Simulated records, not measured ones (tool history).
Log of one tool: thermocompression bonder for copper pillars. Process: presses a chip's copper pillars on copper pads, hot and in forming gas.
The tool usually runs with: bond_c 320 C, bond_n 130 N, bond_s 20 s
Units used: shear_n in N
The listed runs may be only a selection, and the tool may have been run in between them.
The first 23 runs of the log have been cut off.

run   hour  bond_c  bond_n  bond_s  hours of work since the heater was calibrated  hours of work since the force cell was calibrated  hours of work since the gas filter was changed  shear_n
 24  575.7     327     130      18                                             42                                                600                                              70     61.6
 25  599.4     326      88      20                                             56                                                613                                              83     47.6
     608.7  -- heater calibrated with a thermocouple chip, once more
 26  619.9     326      88      20                                              6                                                624                                              94     36.7
 27  647.5     334     130      20                                             22                                                640                                             109     53.8
 28  674.5     313     180      20                                             37                                                655                                             125     52.4
 29  703.6     313      89      12                                             54                                                671                                             141     24.6
     727.7  -- forming gas filter changed
 30  734.2     337      89      27                                             71                                                688                                               4     49.1
 31  759.5     337      89      27                                             85                                                703                                              18     49.1
 32  783.7     294     135      56                                             99                                                717                                              32     49.6
 33  800.6     294     148      28                                            109                                                726                                              41     41.1
 34  816.4     342     157      20                                            118                                                735                                              50     70.1
 35  832.7     295      89      21                                            127                                                744                                              60     23.6
 36  852.8     336     130      13                                            138                                                756                                              71     49.5
 37  874.1     299     164      36                                            150                                                768                                              83     52.6
 38  887.8     299     164      36                                            158                                                776                                              91     52.1
 39  919.6     299     133      12                                            176                                                794                                             109     28.8
 40  948.9     312      86      44                                            193                                                810                                             125     40.1

Predict each of these 4 candidate next runs independently; none follows another, all start after run 40:
  A  964.2     346     135      44                                            201                                                819                                             134        ?
  B  964.2     291     115      44                                            201                                                819                                             134        ?
  C  964.2     312      86      46                                            201                                                819                                             134        ?
  D  964.2     343     130      11                                            201                                                819                                             134        ?

run  shear_n
  A     79.1
  B     37.6
  C     41.7
  D     50.9
What these runs would have given with no unlogged condition in the tool:
run  shear_n
  A     82.3
  B     38.8
  C     43.2
  D       53
